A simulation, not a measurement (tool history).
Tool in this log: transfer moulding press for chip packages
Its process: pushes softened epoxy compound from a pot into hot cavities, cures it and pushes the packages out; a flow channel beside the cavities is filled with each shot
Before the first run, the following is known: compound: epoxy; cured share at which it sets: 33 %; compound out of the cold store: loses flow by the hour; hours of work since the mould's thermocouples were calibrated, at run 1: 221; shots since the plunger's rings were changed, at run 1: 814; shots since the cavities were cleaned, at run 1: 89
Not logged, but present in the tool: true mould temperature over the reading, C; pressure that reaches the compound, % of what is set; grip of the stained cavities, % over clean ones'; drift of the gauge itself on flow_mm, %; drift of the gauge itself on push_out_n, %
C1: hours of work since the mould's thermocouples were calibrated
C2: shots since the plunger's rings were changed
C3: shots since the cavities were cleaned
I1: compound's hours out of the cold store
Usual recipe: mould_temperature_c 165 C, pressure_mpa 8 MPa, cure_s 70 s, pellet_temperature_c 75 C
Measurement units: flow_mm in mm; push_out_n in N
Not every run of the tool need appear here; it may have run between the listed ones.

Run 1, hour 0: usual settings; C1 221; C2 814; C3 89; I1 18.2. Result: flow_mm 785 mm, push_out_n 454 N.
At hour 80.7: cavities cleaned with cleaning compound and waxed.
Run 2, hour 80.8: usual settings but pressure_mpa 6.43 MPa; C1 253; C2 1489; C3 1; I1 10.3. Result: flow_mm 735 mm, push_out_n 477 N.
Run 3, hour 122.7: usual settings but pressure_mpa 6.43 MPa; C1 270; C2 1846; C3 358; I1 9.8. Result: flow_mm 729 mm, push_out_n 467 N.
At hour 169.5: cavities cleaned with cleaning compound and waxed.
Run 4, hour 213.6: usual settings but pressure_mpa 7.52 MPa; C1 307; C2 2607; C3 376; I1 43.9. Result: flow_mm 675 mm, push_out_n 434 N.
At hour 256.5: cavities cleaned with cleaning compound and waxed.
Run 5, hour 256.5: usual settings but pressure_mpa 7.52 MPa, pellet_temperature_c 68 C; C1 323; C2 2959; C3 0; I1 35.5. Result: flow_mm 704 mm, push_out_n 457 N.
Run 6, hour 339.8: usual settings but pressure_mpa 7.52 MPa, pellet_temperature_c 68 C; C1 357; C2 3668; C3 709; I1 10.8. Result: flow_mm 796 mm, push_out_n 478 N.
At hour 348.1: cavities cleaned with cleaning compound and waxed.
Run 7, hour 430.9: usual settings but pressure_mpa 8.31 MPa, pellet_temperature_c 68 C; C1 393; C2 4430; C3 705; I1 43.3. Result: flow_mm 722 mm, push_out_n 433 N.
At hour 437.7: cavities cleaned with cleaning compound and waxed.
Run 8, hour 489.1: usual settings; C1 416; C2 4913; C3 438; I1 42.9. Result: flow_mm 711 mm, push_out_n 434 N.
At hour 527.1: cavities cleaned with cleaning compound and waxed.
Run 9, hour 570.9: usual settings; C1 449; C2 5597; C3 373; I1 25.2. Result: flow_mm 764 mm, push_out_n 446 N.
At hour 614.5: cavities cleaned with cleaning compound and waxed.
Run 10, hour 647.3: usual settings but pellet_temperature_c 84 C; C1 479; C2 6234; C3 279; I1 23.2. Result: flow_mm 762 mm, push_out_n 443 N.
At hour 701.3: cavities cleaned with cleaning compound and waxed.
Run 11, hour 714.5: usual settings but pellet_temperature_c 84 C; C1 506; C2 6793; C3 112; I1 19.8. Result: flow_mm 779 mm, push_out_n 445 N.
At hour 727.4: plunger's sealing rings changed.
At hour 790.8: cavities cleaned with cleaning compound and waxed.
Run 12, hour 806: usual settings but pressure_mpa 6.91 MPa; C1 541; C2 656; C3 130; I1 41.5. Result: flow_mm 666 mm, push_out_n 425 N.
Run 13, hour 869.8: usual settings but pressure_mpa 6.91 MPa; C1 567; C2 1199; C3 673; I1 32. Result: flow_mm 682 mm, push_out_n 452 N.
At hour 880.7: cavities cleaned with cleaning compound and waxed.
Run 14, hour 916.6: usual settings but pressure_mpa 6.91 MPa; C1 585; C2 1584; C3 305; I1 29.5. Result: flow_mm 697 mm, push_out_n 439 N.
At hour 968.5: cavities cleaned with cleaning compound and waxed.
Run 15, hour 998.9: usual settings but mould_temperature_c 158 C, pressure_mpa 6.91 MPa, cure_s 73 s, pellet_temperature_c 71 C; C1 618; C2 2272; C3 258; I1 24.1. Result: flow_mm 736 mm, push_out_n 633 N.
At hour 1061.5: cavities cleaned with cleaning compound and waxed.
Run 16, hour 1081.3: usual settings but mould_temperature_c 166 C, pressure_mpa 6.78 MPa, cure_s 61 s, pellet_temperature_c 71 C; C1 651; C2 2961; C3 169; I1 17.7. Result: flow_mm 724 mm, push_out_n 599 N.
At hour 1148.9: cavities cleaned with cleaning compound and waxed.
Run 17, hour 1172.8: usual settings but mould_temperature_c 169 C, pressure_mpa 7.41 MPa, cure_s 65 s, pellet_temperature_c 82 C; C1 687; C2 3727; C3 203; I1 33.7. Result: flow_mm 688 mm, push_out_n 428 N.
At hour 1238.7: cavities cleaned with cleaning compound and waxed.
Run 18, hour 1249.8: usual settings but mould_temperature_c 161 C, cure_s 106 s, pellet_temperature_c 79 C; C1 718; C2 4369; C3 94; I1 18.8. Result: flow_mm 782 mm, push_out_n 353 N.
Run 19, hour 1304.3: usual settings but mould_temperature_c 159 C, pressure_mpa 6.14 MPa, cure_s 76 s, pellet_temperature_c 83 C; C1 740; C2 4833; C3 558; I1 21. Result: flow_mm 691 mm, push_out_n 550 N.
At hour 1326.8: cavities cleaned with cleaning compound and waxed.
Run 20, hour 1402.9: usual settings but mould_temperature_c 157 C, pressure_mpa 6.14 MPa, cure_s 94 s, pellet_temperature_c 83 C; C1 779; C2 5659; C3 647; I1 27.8. Result: flow_mm 679 mm, push_out_n 408 N.
At hour 1418: cavities cleaned with cleaning compound and waxed.
Run 21, hour 1464.3: usual settings but mould_temperature_c 157 C, pressure_mpa 6.14 MPa, cure_s 94 s, pellet_temperature_c 83 C; C1 804; C2 6169; C3 394; I1 27.9. Result: flow_mm 680 mm, push_out_n 422 N.
At hour 1472.8: mould's thermocouples calibrated.
At hour 1507.9: cavities cleaned with cleaning compound and waxed.
At hour 1553.8: plunger's sealing rings changed.
Run 22, hour 1553.8: usual settings but mould_temperature_c 157 C, pressure_mpa 6.14 MPa, cure_s 94 s, pellet_temperature_c 83 C; C1 31; C2 0; C3 369; I1 31.2. Result: flow_mm 669 mm, push_out_n 393 N.
At hour 1600.5: cavities cleaned with cleaning compound and waxed.
Run 23, hour 1626.1: usual settings but mould_temperature_c 157 C, pressure_mpa 6.14 MPa, cure_s 94 s, pellet_temperature_c 83 C; C1 60; C2 603; C3 218; I1 30.9. Result: flow_mm 678 mm, push_out_n 412 N.
At hour 1689.1: cavities cleaned with cleaning compound and waxed.
Run 24, hour 1689.1: usual settings but mould_temperature_c 158 C, pressure_mpa 6.52 MPa, cure_s 67 s, pellet_temperature_c 66 C; C1 85; C2 1126; C3 0; I1 15.6. Result: flow_mm 732 mm, push_out_n 835 N.
At hour 1779.1: cavities cleaned with cleaning compound and waxed.
Run 25, hour 1781.6: usual settings but cure_s 67 s, pellet_temperature_c 74 C; C1 122; C2 1901; C3 21; I1 10.3. Result: flow_mm 826 mm, push_out_n 514 N.

Take each entry between the runs: how does the hidden state at the last listed run before it differ from the hidden state at the first listed run after it?
Logged between run 1 and run 2: cavities cleaned with cleaning compound and waxed (hour 80.7)
  pressure that reaches the compound, % of what is set: 99.92 -> 99.86; grip of the stained cavities, % over clean ones': 0.2 -> 0.1
Logged between run 3 and run 4: cavities cleaned with cleaning compound and waxed (hour 169.5)
  pressure that reaches the compound, % of what is set: 99.83 -> 99.77
Logged between run 4 and run 5: cavities cleaned with cleaning compound and waxed (hour 256.5)
  pressure that reaches the compound, % of what is set: 99.77 -> 99.75; grip of the stained cavities, % over clean ones': 0.7 -> 0.1
Logged between run 6 and run 7: cavities cleaned with cleaning compound and waxed (hour 348.1)
  pressure that reaches the compound, % of what is set: 99.69 -> 99.64
Logged between run 7 and run 8: cavities cleaned with cleaning compound and waxed (hour 437.7)
  pressure that reaches the compound, % of what is set: 99.64 -> 99.6; grip of the stained cavities, % over clean ones': 1 -> 0.8
Logged between run 8 and run 9: cavities cleaned with cleaning compound and waxed (hour 527.1)
  pressure that reaches the compound, % of what is set: 99.6 -> 99.54; grip of the stained cavities, % over clean ones': 0.8 -> 0.7
Logged between run 9 and run 10: cavities cleaned with cleaning compound and waxed (hour 614.5)
  pressure that reaches the compound, % of what is set: 99.54 -> 99.49; grip of the stained cavities, % over clean ones': 0.7 -> 0.6
Logged between run 10 and run 11: cavities cleaned with cleaning compound and waxed (hour 701.3)
  pressure that reaches the compound, % of what is set: 99.49 -> 99.45; grip of the stained cavities, % over clean ones': 0.6 -> 0.2
Logged between run 11 and run 12: plunger's sealing rings changed (hour 727.4); cavities cleaned with cleaning compound and waxed (hour 790.8)
  pressure that reaches the compound, % of what is set: 99.45 -> 99.94; grip of the stained cavities, % over clean ones': 0.2 -> 0.3
Logged between run 13 and run 14: cavities cleaned with cleaning compound and waxed (hour 880.7)
  pressure that reaches the compound, % of what is set: 99.9 -> 99.87; grip of the stained cavities, % over clean ones': 1 -> 0.6
Logged between run 14 and run 15: cavities cleaned with cleaning compound and waxed (hour 968.5)
  true mould temperature over the reading, C: -0.02 -> -0.03; pressure that reaches the compound, % of what is set: 99.87 -> 99.82; grip of the stained cavities, % over clean ones': 0.6 -> 0.5
Logged between run 15 and run 16: cavities cleaned with cleaning compound and waxed (hour 1061.5)
  pressure that reaches the compound, % of what is set: 99.82 -> 99.76; grip of the stained cavities, % over clean ones': 0.5 -> 0.3
Logged between run 16 and run 17: cavities cleaned with cleaning compound and waxed (hour 1148.9)
  pressure that reaches the compound, % of what is set: 99.76 -> 99.7; grip of the stained cavities, % over clean ones': 0.3 -> 0.4
Logged between run 17 and run 18: cavities cleaned with cleaning compound and waxed (hour 1238.7)
  pressure that reaches the compound, % of what is set: 99.7 -> 99.65; grip of the stained cavities, % over clean ones': 0.4 -> 0.2
Logged between run 19 and run 20: cavities cleaned with cleaning compound and waxed (hour 1326.8)
  pressure that reaches the compound, % of what is set: 99.61 -> 99.54; grip of the stained cavities, % over clean ones': 0.9 -> 1
Logged between run 20 and run 21: cavities cleaned with cleaning compound and waxed (hour 1418)
  pressure that reaches the compound, % of what is set: 99.54 -> 99.5; grip of the stained cavities, % over clean ones': 1 -> 0.7
Logged between run 21 and run 22: mould's thermocouples calibrated (hour 1472.8); cavities cleaned with cleaning compound and waxed (hour 1507.9); plunger's sealing rings changed (hour 1553.8)
  true mould temperature over the reading, C: -0.03 -> 0; pressure that reaches the compound, % of what is set: 99.5 -> 100
Logged between run 22 and run 23: cavities cleaned with cleaning compound and waxed (hour 1600.5)
  pressure that reaches the compound, % of what is set: 100 -> 99.95; grip of the stained cavities, % over clean ones': 0.7 -> 0.5
Logged between run 23 and run 24: cavities cleaned with cleaning compound and waxed (hour 1689.1)
  pressure that reaches the compound, % of what is set: 99.95 -> 99.9; grip of the stained cavities, % over clean ones': 0.5 -> 0
Logged between run 24 and run 25: cavities cleaned with cleaning compound and waxed (hour 1779.1)
  pressure that reaches the compound, % of what is set: 99.9 -> 99.85; grip of the stained cavities, % over clean ones': 0 -> 0.2

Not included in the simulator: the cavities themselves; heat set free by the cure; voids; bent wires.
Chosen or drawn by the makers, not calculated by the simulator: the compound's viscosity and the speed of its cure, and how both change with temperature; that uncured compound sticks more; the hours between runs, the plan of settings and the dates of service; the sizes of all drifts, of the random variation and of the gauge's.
